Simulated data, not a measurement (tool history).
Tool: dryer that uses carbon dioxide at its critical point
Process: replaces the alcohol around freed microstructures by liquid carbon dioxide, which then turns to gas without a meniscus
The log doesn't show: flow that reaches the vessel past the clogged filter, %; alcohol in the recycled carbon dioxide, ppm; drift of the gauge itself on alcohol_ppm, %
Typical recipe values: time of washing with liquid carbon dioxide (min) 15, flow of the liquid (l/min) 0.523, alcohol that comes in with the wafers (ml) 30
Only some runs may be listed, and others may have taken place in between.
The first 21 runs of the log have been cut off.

run   hour  time of washing with liquid carbon dioxide (min)  flow of the liquid (l/min)  alcohol that comes in with the wafers (ml)  hours of work since the filter was changed  hours of work since the purifier's bed was changed  alcohol left in the vessel before it's heated (ppm by volume)
 22  508.3                                                15                       0.523                                          47                                         410                                                 701                                                            185
 23  540.2                                                13                       0.523                                          32                                         427                                                 718                                                            222
 24  560.6                                                16                       0.523                                         103                                         437                                                 729                                                            213
 25  586.9                                                15                       0.523                                          55                                         451                                                 742                                                            200
 26  611.2                                                15                       0.366                                          30                                         464                                                 755                                                            473
 27  629.4                                                10                       0.366                                          30                                         473                                                 765                                                           1654
 28  661.1                                                18                       0.855                                          44                                         490                                                 781                                                            147
     664.7  -- inlet filter changed
 29  685.8                                                16                       0.598                                          77                                          11                                                 793                                                            147
 30  702.1                                                10                       0.446                                         104                                          20                                                 802                                                           1836
 31  729.5                                                10                       0.446                                         104                                          34                                                 816                                                           1867
 32  762.8                                                10                       0.446                                         104                                          51                                                 834                                                           1919
 33  786.7                                                16                       0.523                                          78                                          64                                                 846                                                            181
 34  805.6                                                16                       0.619                                          78                                          74                                                 856                                                            153
 35  819.9                                                16                       0.619                                          78                                          81                                                 864                                                            156
 36    844                                                17                       0.387                                          54                                          94                                                 876                                                            309
 37  863.8                                                17                       0.387                                          54                                         104                                                 887                                                            304
 38    896                                                17                       0.387                                          54                                         121                                                 903                                                            312
 39  921.4                                                17                        0.73                                          20                                         134                                                 917                                                            161
 40  945.1                                                15                       0.652                                          74                                         147                                                 929                                                            173

3 ways to go on from here, each from the tool as it stands after run 40. What would each give?
  A  973.9                                                15                       0.518                                          59                                         162                                                 944                                                              ?
  B  973.9                                                15                       0.457                                          74                                         162                                                 944                                                              ?
  C  973.9                                                12                       0.442                                         117                                         162                                                 944                                                              ?

run  alcohol left in the vessel before it's heated (ppm by volume)
  A                                                            216
  B                                                            322
  C                                                           1182
Had the tool no hidden state, the same runs would have come out as:
run  alcohol left in the vessel before it's heated (ppm by volume)
  A                                                             46
  B                                                            128
  C                                                            861
